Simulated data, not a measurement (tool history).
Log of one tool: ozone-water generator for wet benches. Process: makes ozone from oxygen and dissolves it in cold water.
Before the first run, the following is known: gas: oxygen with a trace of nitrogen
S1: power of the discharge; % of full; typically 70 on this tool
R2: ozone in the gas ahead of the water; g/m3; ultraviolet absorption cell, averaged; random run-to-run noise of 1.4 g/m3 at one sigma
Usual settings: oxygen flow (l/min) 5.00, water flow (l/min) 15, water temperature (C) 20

{"run": 1, "hour": 0.0, "S1": 70, "oxygen flow (l/min)": 5.0, "water flow (l/min)": 15, "water temperature (C)": 20, "dissolved ozone (ppm)": 24.3, "R2": 239.4}
{"run": 2, "hour": 84.7, "S1": 55, "oxygen flow (l/min)": 5.0, "water flow (l/min)": 15, "water temperature (C)": 20, "dissolved ozone (ppm)": 19.8, "R2": 196.8}
{"run": 3, "hour": 161.9, "S1": 55, "oxygen flow (l/min)": 5.0, "water flow (l/min)": 15, "water temperature (C)": 20, "dissolved ozone (ppm)": 19.8, "R2": 196.8}
{"run": 4, "hour": 214.8, "S1": 55, "oxygen flow (l/min)": 5.0, "water flow (l/min)": 15, "water temperature (C)": 20, "dissolved ozone (ppm)": 19.7, "R2": 193.9}
{"hour": 234.4, "done": "contactor cleaned"}
{"run": 5, "hour": 273.5, "S1": 55, "oxygen flow (l/min)": 5.0, "water flow (l/min)": 15, "water temperature (C)": 20, "dissolved ozone (ppm)": 21.0, "R2": 196.6}
{"run": 6, "hour": 334.5, "S1": 70, "oxygen flow (l/min)": 5.0, "water flow (l/min)": 15, "water temperature (C)": 20, "dissolved ozone (ppm)": 25.4, "R2": 239.4}
{"run": 7, "hour": 402.9, "S1": 70, "oxygen flow (l/min)": 5.0, "water flow (l/min)": 15, "water temperature (C)": 20, "dissolved ozone (ppm)": 25.4, "R2": 239.4}
{"run": 8, "hour": 474.2, "S1": 70, "oxygen flow (l/min)": 5.0, "water flow (l/min)": 15, "water temperature (C)": 20, "dissolved ozone (ppm)": 24.9, "R2": 238.5}
{"hour": 478.9, "done": "water thermometer calibrated"}
{"run": 9, "hour": 527.7, "S1": 70, "oxygen flow (l/min)": 5.0, "water flow (l/min)": 13, "water temperature (C)": 20, "dissolved ozone (ppm)": 27.7, "R2": 237.7}
{"run": 10, "hour": 602.4, "S1": 70, "oxygen flow (l/min)": 5.0, "water flow (l/min)": 13, "water temperature (C)": 20, "dissolved ozone (ppm)": 27.7, "R2": 238.2}
{"hour": 678.8, "done": "water thermometer calibrated, once more"}
{"run": 11, "hour": 678.8, "S1": 70, "oxygen flow (l/min)": 5.0, "water flow (l/min)": 13, "water temperature (C)": 20, "dissolved ozone (ppm)": 27.7, "R2": 236.4}
{"run": 12, "hour": 749.7, "S1": 70, "oxygen flow (l/min)": 5.0, "water flow (l/min)": 13, "water temperature (C)": 20, "dissolved ozone (ppm)": 27.6, "R2": 238.5}
{"run": 13, "hour": 822.8, "S1": 64, "oxygen flow (l/min)": 5.0, "water flow (l/min)": 17, "water temperature (C)": 12, "dissolved ozone (ppm)": 23.8, "R2": 220.8}
{"run": 14, "hour": 877.9, "S1": 70, "oxygen flow (l/min)": 5.0, "water flow (l/min)": 15, "water temperature (C)": 22, "dissolved ozone (ppm)": 24.4, "R2": 235.0}
{"run": 15, "hour": 920.6, "S1": 44, "oxygen flow (l/min)": 6.93, "water flow (l/min)": 15, "water temperature (C)": 27, "dissolved ozone (ppm)": 15.0, "R2": 141.0}
{"run": 16, "hour": 987.5, "S1": 44, "oxygen flow (l/min)": 6.93, "water flow (l/min)": 15, "water temperature (C)": 27, "dissolved ozone (ppm)": 14.7, "R2": 139.7}
{"run": 17, "hour": 1041.3, "S1": 92, "oxygen flow (l/min)": 5.0, "water flow (l/min)": 13, "water temperature (C)": 20, "dissolved ozone (ppm)": 33.8, "R2": 290.0}
{"run": 18, "hour": 1127.9, "S1": 70, "oxygen flow (l/min)": 5.0, "water flow (l/min)": 12, "water temperature (C)": 17, "dissolved ozone (ppm)": 30.4, "R2": 237.3}
{"run": 19, "hour": 1215.0, "S1": 70, "oxygen flow (l/min)": 5.93, "water flow (l/min)": 21, "water temperature (C)": 20, "dissolved ozone (ppm)": 19.6, "R2": 216.6}
{"run": 20, "hour": 1272.0, "S1": 70, "oxygen flow (l/min)": 5.93, "water flow (l/min)": 21, "water temperature (C)": 20, "dissolved ozone (ppm)": 19.6, "R2": 215.7}
{"run": 21, "hour": 1335.8, "S1": 42, "oxygen flow (l/min)": 8.27, "water flow (l/min)": 15, "water temperature (C)": 21, "dissolved ozone (ppm)": 16.0, "R2": 125.8}
{"run": 22, "hour": 1389.3, "S1": 70, "oxygen flow (l/min)": 6.55, "water flow (l/min)": 15, "water temperature (C)": 20, "dissolved ozone (ppm)": 24.7, "R2": 207.0}
{"run": 23, "hour": 1475.4, "S1": 70, "oxygen flow (l/min)": 6.55, "water flow (l/min)": 15, "water temperature (C)": 20, "dissolved ozone (ppm)": 24.5, "R2": 207.8}
{"run": 24, "hour": 1533.1, "S1": 70, "oxygen flow (l/min)": 6.55, "water flow (l/min)": 15, "water temperature (C)": 20, "dissolved ozone (ppm)": 24.3, "R2": 204.8}

Some steps in dissolved ozone (ppm), run to run, broken into two amounts with sign: the step expected even without the hidden condition (settings, incoming material, random variation), and the rest, left for the hidden condition together with whatever gauge scatter is not in both the measured and the hidden-condition-free result:
Hidden state at play: yield of the discharge, % of new electrodes'; contactor's efficiency, % of a clean one's; true water temperature over the reading, C; drift of the gauge itself on ozone_ppm, %; drift of the gauge itself on gas_g_m3, %.
Run 16 -> 17: S1 44 -> 92, oxygen flow (l/min) 6.93 -> 5.00, water flow (l/min) 15 -> 13, water temperature (C) 27 -> 20. dissolved ozone (ppm) +19.1: hidden state -2.5, all else +21.6.
Run 18 -> 19: oxygen flow (l/min) 5.00 -> 5.93, water flow (l/min) 12 -> 21, water temperature (C) 17 -> 20. dissolved ozone (ppm) -10.8: hidden state +0.8, all else -11.6.
Run 21 -> 22: S1 42 -> 70, oxygen flow (l/min) 8.27 -> 6.55, water temperature (C) 21 -> 20. dissolved ozone (ppm) +8.7: hidden state -1.3, all else +10.0.
